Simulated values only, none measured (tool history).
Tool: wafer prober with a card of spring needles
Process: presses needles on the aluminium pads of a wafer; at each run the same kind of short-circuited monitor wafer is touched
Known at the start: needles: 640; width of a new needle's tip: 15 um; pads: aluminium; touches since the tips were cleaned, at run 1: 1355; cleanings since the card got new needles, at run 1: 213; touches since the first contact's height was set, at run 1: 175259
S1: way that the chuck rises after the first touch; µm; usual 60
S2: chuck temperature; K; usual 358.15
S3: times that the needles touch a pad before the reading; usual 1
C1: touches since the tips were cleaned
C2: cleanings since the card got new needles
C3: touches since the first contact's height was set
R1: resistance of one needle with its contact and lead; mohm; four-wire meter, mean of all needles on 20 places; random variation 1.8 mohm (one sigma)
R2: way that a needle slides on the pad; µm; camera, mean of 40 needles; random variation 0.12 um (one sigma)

| run | day | S1 | S2 | S3 | C1 | C2 | C3 | R1 | R2 |
|---|---|---|---|---|---|---|---|---|---|
| 1 | 0 | 60 | 358.15 | 1 | 1355 | 213 | 175259 | 202 | 11.38 |
|  | 0.038 | tips cleaned on abrasive film |
|  | 0.171 | tips cleaned on abrasive film |
|  | 0.333 | tips cleaned on abrasive film |
|  | 0.467 | tips cleaned on abrasive film |
|  | 0.633 | tips cleaned on abrasive film |
|  | 0.767 | tips cleaned on abrasive film |
|  | 0.929 | tips cleaned on abrasive film |
|  | 1.062 | tips cleaned on abrasive film |
|  | 1.229 | tips cleaned on abrasive film |
|  | 1.392 | tips cleaned on abrasive film |
|  | 1.558 | tips cleaned on abrasive film |
| 2 | 1.604 | 60 | 358.15 | 2 | 549 | 224 | 193851 | 191 | 11.33 |
|  | 1.704 | tips cleaned on abrasive film |
|  | 1.838 | tips cleaned on abrasive film |
|  | 2.004 | tips cleaned on abrasive film |
|  | 2.167 | tips cleaned on abrasive film |
|  | 2.212 | height of the first contact set anew |
|  | 2.312 | tips cleaned on abrasive film |
|  | 2.479 | tips cleaned on abrasive film |
|  | 2.612 | tips cleaned on abrasive film |
|  | 2.775 | tips cleaned on abrasive film |
|  | 2.942 | tips cleaned on abrasive film |
|  | 3.108 | tips cleaned on abrasive film |
|  | 3.242 | tips cleaned on abrasive film |
|  | 3.404 | tips cleaned on abrasive film |
|  | 3.571 | tips cleaned on abrasive film |
| 3 | 3.683 | 60 | 355.15 | 2 | 1341 | 237 | 17081 | 196 | 10.49 |
|  | 3.721 | tips cleaned on abrasive film |
|  | 3.883 | tips cleaned on abrasive film |
|  | 4.017 | tips cleaned on abrasive film |
|  | 4.183 | tips cleaned on abrasive film |
|  | 4.346 | tips cleaned on abrasive film |
|  | 4.512 | tips cleaned on abrasive film |
|  | 4.646 | tips cleaned on abrasive film |
|  | 4.812 | tips cleaned on abrasive film |
|  | 4.942 | tips cleaned on abrasive film |
|  | 5.108 | tips cleaned on abrasive film |
|  | 5.275 | tips cleaned on abrasive film |
|  | 5.408 | tips cleaned on abrasive film |
|  | 5.538 | tips cleaned on abrasive film |
|  | 5.671 | tips cleaned on abrasive film |
|  | 5.833 | tips cleaned on abrasive film |
| 4 | 5.833 | 60 | 355.15 | 2 | 0 | 252 | 41976 | 186 | 10.31 |
|  | 5.967 | tips cleaned on abrasive film |
|  | 6.129 | tips cleaned on abrasive film |
|  | 6.296 | tips cleaned on abrasive film |
|  | 6.429 | tips cleaned on abrasive film |
|  | 6.596 | tips cleaned on abrasive film |
|  | 6.725 | tips cleaned on abrasive film |
|  | 6.892 | tips cleaned on abrasive film |
|  | 7.025 | tips cleaned on abrasive film |
|  | 7.192 | tips cleaned on abrasive film |
|  | 7.321 | tips cleaned on abrasive film |
| 5 | 7.429 | 60 | 358.15 | 1 | 1261 | 262 | 60513 | 205 | 10.34 |
|  | 7.467 | tips cleaned on abrasive film |
|  | 7.596 | tips cleaned on abrasive film |
|  | 7.729 | tips cleaned on abrasive film |
|  | 7.862 | tips cleaned on abrasive film |
|  | 8.029 | tips cleaned on abrasive film |
|  | 8.162 | tips cleaned on abrasive film |
|  | 8.325 | tips cleaned on abrasive film |
|  | 8.492 | tips cleaned on abrasive film |
|  | 8.625 | tips cleaned on abrasive film |
|  | 8.758 | tips cleaned on abrasive film |
|  | 8.921 | tips cleaned on abrasive film |
|  | 9.054 | tips cleaned on abrasive film |
|  | 9.221 | tips cleaned on abrasive film |
|  | 9.354 | tips cleaned on abrasive film |
|  | 9.854 | card fitted with new needles |
|  | 9.988 | tips cleaned on abrasive film |
|  | 10.15 | tips cleaned on abrasive film |
|  | 10.317 | tips cleaned on abrasive film |
|  | 10.483 | tips cleaned on abrasive film |
|  | 10.617 | tips cleaned on abrasive film |
|  | 10.779 | tips cleaned on abrasive film |
| 6 | 10.867 | 60 | 358.15 | 2 | 1044 | 6 | 11794 | 186 | 12.36 |
|  | 10.938 | tips cleaned on abrasive film |
|  | 11.1 | tips cleaned on abrasive film |
|  | 11.233 | tips cleaned on abrasive film |
|  | 11.4 | tips cleaned on abrasive film |
|  | 11.562 | tips cleaned on abrasive film |
|  | 11.729 | tips cleaned on abrasive film |
|  | 11.862 | tips cleaned on abrasive film |
|  | 12.029 | tips cleaned on abrasive film |
|  | 12.158 | tips cleaned on abrasive film |
|  | 12.325 | tips cleaned on abrasive film |
|  | 12.492 | tips cleaned on abrasive film |
|  | 12.654 | tips cleaned on abrasive film |
|  | 12.788 | tips cleaned on abrasive film |
|  | 12.954 | tips cleaned on abrasive film |
|  | 13.117 | tips cleaned on abrasive film |
|  | 13.283 | tips cleaned on abrasive film |
|  | 13.45 | tips cleaned on abrasive film |
| 7 | 13.454 | 60 | 346.15 | 2 | 72 | 23 | 41810 | 178 | 12.27 |
|  | 13.588 | tips cleaned on abrasive film |
|  | 13.754 | tips cleaned on abrasive film |
|  | 13.917 | tips cleaned on abrasive film |
|  | 14.083 | tips cleaned on abrasive film |
|  | 14.217 | tips cleaned on abrasive film |
|  | 14.35 | tips cleaned on abrasive film |
|  | 14.512 | tips cleaned on abrasive film |
|  | 14.646 | tips cleaned on abrasive film |
|  | 14.812 | tips cleaned on abrasive film |
|  | 14.979 | tips cleaned on abrasive film |
|  | 15.133 | tips cleaned on abrasive film |
| 8 | 15.133 | 60 | 358.15 | 1 | 0 | 34 | 61288 | 183 | 12.25 |
|  | 15.3 | tips cleaned on abrasive film |
|  | 15.462 | tips cleaned on abrasive film |
|  | 15.596 | tips cleaned on abrasive film |
|  | 15.762 | tips cleaned on abrasive film |
|  | 15.929 | tips cleaned on abrasive film |
|  | 16.092 | tips cleaned on abrasive film |
|  | 16.225 | tips cleaned on abrasive film |
|  | 16.392 | tips cleaned on abrasive film |
|  | 16.525 | tips cleaned on abrasive film |
|  | 16.688 | tips cleaned on abrasive film |
|  | 16.854 | tips cleaned on abrasive film |
|  | 17.017 | tips cleaned on abrasive film |
|  | 17.183 | tips cleaned on abrasive film |
| 9 | 17.279 | 46 | 360.15 | 1 | 1123 | 47 | 86212 | 200 | 9.14 |
|  | 17.346 | tips cleaned on abrasive film |
|  | 17.479 | tips cleaned on abrasive film |
|  | 17.646 | tips cleaned on abrasive film |
|  | 17.808 | tips cleaned on abrasive film |
|  | 17.975 | tips cleaned on abrasive film |
|  | 18.108 | tips cleaned on abrasive film |
|  | 18.271 | tips cleaned on abrasive film |
|  | 18.404 | tips cleaned on abrasive film |
|  | 18.571 | tips cleaned on abrasive film |
|  | 18.738 | tips cleaned on abrasive film |
|  | 18.867 | tips cleaned on abrasive film |
|  | 19 | tips cleaned on abrasive film |
|  | 19.133 | tips cleaned on abrasive film |
|  | 19.3 | tips cleaned on abrasive film |
| 10 | 19.338 | 60 | 306.15 | 3 | 473 | 61 | 110102 | 175 | 11.86 |
|  | 19.442 | tips cleaned on abrasive film |
|  | 19.604 | tips cleaned on abrasive film |
|  | 19.771 | tips cleaned on abrasive film |
|  | 19.846 | height of the first contact set anew, once more |
|  | 19.946 | tips cleaned on abrasive film |
|  | 20.079 | tips cleaned on abrasive film |
|  | 20.246 | tips cleaned on abrasive film |
|  | 20.412 | tips cleaned on abrasive film |
|  | 20.575 | tips cleaned on abrasive film |
|  | 20.742 | tips cleaned on abrasive film |
|  | 20.904 | tips cleaned on abrasive film |
|  | 21.071 | tips cleaned on abrasive film |
|  | 21.204 | tips cleaned on abrasive film |
| 11 | 21.308 | 72 | 358.15 | 2 | 1243 | 73 | 16983 | 185 | 14.83 |
|  | 21.346 | tips cleaned on abrasive film |
|  | 21.479 | tips cleaned on abrasive film |
|  | 21.642 | tips cleaned on abrasive film |
|  | 21.775 | tips cleaned on abrasive film |
|  | 21.942 | tips cleaned on abrasive film |
|  | 22.104 | tips cleaned on abrasive film |
|  | 22.271 | tips cleaned on abrasive film |
|  | 22.404 | tips cleaned on abrasive film |
|  | 22.538 | tips cleaned on abrasive film |
|  | 22.7 | tips cleaned on abrasive film |
|  | 22.867 | tips cleaned on abrasive film |
| 12 | 22.983 | 77 | 358.15 | 1 | 1409 | 84 | 36436 | 188 | 16.05 |
|  | 23.021 | tips cleaned on abrasive film |
|  | 23.154 | tips cleaned on abrasive film |
|  | 23.288 | tips cleaned on abrasive film |
|  | 23.454 | tips cleaned on abrasive film |
|  | 23.617 | tips cleaned on abrasive film |
|  | 23.783 | tips cleaned on abrasive film |
|  | 23.946 | tips cleaned on abrasive film |
|  | 24.079 | tips cleaned on abrasive film |
|  | 24.246 | tips cleaned on abrasive film |
| 13 | 24.262 | 77 | 358.15 | 1 | 203 | 93 | 51227 | 185 | 15.62 |
|  | 24.396 | tips cleaned on abrasive film |
|  | 24.529 | tips cleaned on abrasive film |
|  | 24.696 | tips cleaned on abrasive film |
|  | 24.825 | tips cleaned on abrasive film |
|  | 24.992 | tips cleaned on abrasive film |
|  | 25.125 | tips cleaned on abrasive film |
|  | 25.258 | tips cleaned on abrasive film |
|  | 25.421 | tips cleaned on abrasive film |
|  | 25.554 | tips cleaned on abrasive film |
|  | 25.721 | tips cleaned on abrasive film |
| 14 | 25.746 | 55 | 315.15 | 1 | 290 | 103 | 68408 | 182 | 11.01 |
|  | 25.879 | tips cleaned on abrasive film |
|  | 26.012 | tips cleaned on abrasive film |
|  | 26.146 | tips cleaned on abrasive film |
|  | 26.308 | tips cleaned on abrasive film |
|  | 26.475 | tips cleaned on abrasive film |
|  | 26.608 | tips cleaned on abrasive film |
|  | 26.742 | tips cleaned on abrasive film |
|  | 26.904 | tips cleaned on abrasive film |
|  | 27.038 | tips cleaned on abrasive film |
|  | 27.204 | tips cleaned on abrasive film |
|  | 27.367 | tips cleaned on abrasive film |
| 15 | 27.408 | 70 | 300.15 | 1 | 498 | 114 | 87717 | 175 | 14.16 |
|  | 27.512 | tips cleaned on abrasive film |
|  | 27.642 | tips cleaned on abrasive film |
|  | 27.775 | tips cleaned on abrasive film |
|  | 27.942 | tips cleaned on abrasive film |
|  | 28.075 | tips cleaned on abrasive film |
|  | 28.238 | tips cleaned on abrasive film |
|  | 28.404 | tips cleaned on abrasive film |
|  | 28.571 | tips cleaned on abrasive film |
|  | 28.704 | tips cleaned on abrasive film |
|  | 28.867 | tips cleaned on abrasive film |
|  | 29 | tips cleaned on abrasive film |
|  | 29.167 | tips cleaned on abrasive film |
|  | 29.329 | tips cleaned on abrasive film |
| 16 | 29.362 | 70 | 300.15 | 1 | 393 | 127 | 110375 | 175 | 13.87 |

Hidden state or all else? Some run-to-run changes of R1, split into what the settings, what came in and random variation would give without the hidden state, and what is left for the hidden state (with any gauge scatter that isn't in both results):
The hidden state here: debris on the tips, nm; way that the needles fall short of the set height, um; tips' diameter, um; drift of the gauge itself on contact_mohm, %; drift of the gauge itself on scrub_um, %.
Run 5 -> 6: S3 1 -> 2, tips cleaned on abrasive film, tips cleaned on abrasive film, tips cleaned on abrasive film, tips cleaned on abrasive film, tips cleaned on abrasive film, tips cleaned on abrasive film, tips cleaned on abrasive film, tips cleaned on abrasive film, tips cleaned on abrasive film, tips cleaned on abrasive film, tips cleaned on abrasive film, tips cleaned on abrasive film, tips cleaned on abrasive film, tips cleaned on abrasive film, card fitted with new needles, tips cleaned on abrasive film, tips cleaned on abrasive film, tips cleaned on abrasive film, tips cleaned on abrasive film, tips cleaned on abrasive film, tips cleaned on abrasive film. R1 -19 mohm: hidden state -21, all else +2.
Run 9 -> 10: S1 46 -> 60, S2 360.15 -> 306.15, S3 1 -> 3, tips cleaned on abrasive film, tips cleaned on abrasive film, tips cleaned on abrasive film, tips cleaned on abrasive film, tips cleaned on abrasive film, tips cleaned on abrasive film, tips cleaned on abrasive film, tips cleaned on abrasive film, tips cleaned on abrasive film, tips cleaned on abrasive film, tips cleaned on abrasive film, tips cleaned on abrasive film, tips cleaned on abrasive film, tips cleaned on abrasive film. R1 -25 mohm: hidden state -17, all else -8.
